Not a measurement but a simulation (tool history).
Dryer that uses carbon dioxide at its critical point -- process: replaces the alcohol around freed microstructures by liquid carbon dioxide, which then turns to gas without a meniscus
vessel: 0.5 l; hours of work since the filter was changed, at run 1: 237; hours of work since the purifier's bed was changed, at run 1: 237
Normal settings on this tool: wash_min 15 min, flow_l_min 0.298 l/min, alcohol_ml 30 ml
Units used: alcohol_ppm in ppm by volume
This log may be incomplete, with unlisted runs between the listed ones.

run,hour,wash_min,flow_l_min,alcohol_ml,hours of work since the filter was changed,hours of work since the purifier's bed was changed,alcohol_ppm
1,0.0,15,0.298,30,237,237,125
2,8.1,15,0.298,30,240,240,133
3,25.1,15,0.254,30,246,246,284
4,41.7,15,0.254,25,251,251,246
5,57.6,15,0.254,25,257,257,257
6,74.4,15,0.254,25,263,263,268
7,86.3,15,0.298,30,267,267,149
8,99.3,15,0.298,68,271,271,272
9,114.9,15,0.298,68,277,277,276
10,127.3,15,0.298,30,281,281,147
11,145.9,15,0.298,30,288,288,150
12,159.9,15,0.298,30,293,293,153
13,168.2,15,0.298,30,296,296,147
14,180.2,15,0.298,30,300,300,151
15,197.7,15,0.298,30,306,306,158
16,215.1,15,0.298,30,312,312,167
17,232.9,15,0.298,78,318,318,353
18,250.6,11,0.196,30,324,324,3119
19,262.9,11,0.196,30,329,329,3132
20,275.0,14,0.304,58,333,333,370
21,283.8,17,0.207,94,336,336,1589
22,292.0,20,0.449,31,339,339,48
23,299.9,23,0.298,30,342,342,53
24,309.7,12,0.462,31,345,345,72
25,321.2,15,0.467,50,349,349,57
26,337.1,15,0.298,40,355,355,222
27,351.0,15,0.298,40,359,359,230
28,359.2,15,0.298,111,362,362,543
29,370.2,14,0.390,85,366,366,147
30,379.7,13,0.298,30,369,369,372
31,389.5,15,0.204,35,373,373,1240
# hour 399.4: inlet filter changed
32,404.2,15,0.204,35,2,378,619

What if the next run were any one of these 3? Each begins from the tool's condition after run 32:
A,415.0,13,0.300,35,5,381,?
B,415.0,11,0.430,30,5,381,?
C,415.0,15,0.260,33,5,381,?

run,alcohol_ppm
A,190
B,81
C,200
Stripped of hidden state, with their random variation kept, the same runs would have yielded:
run,alcohol_ppm
A,136
B,28
C,145
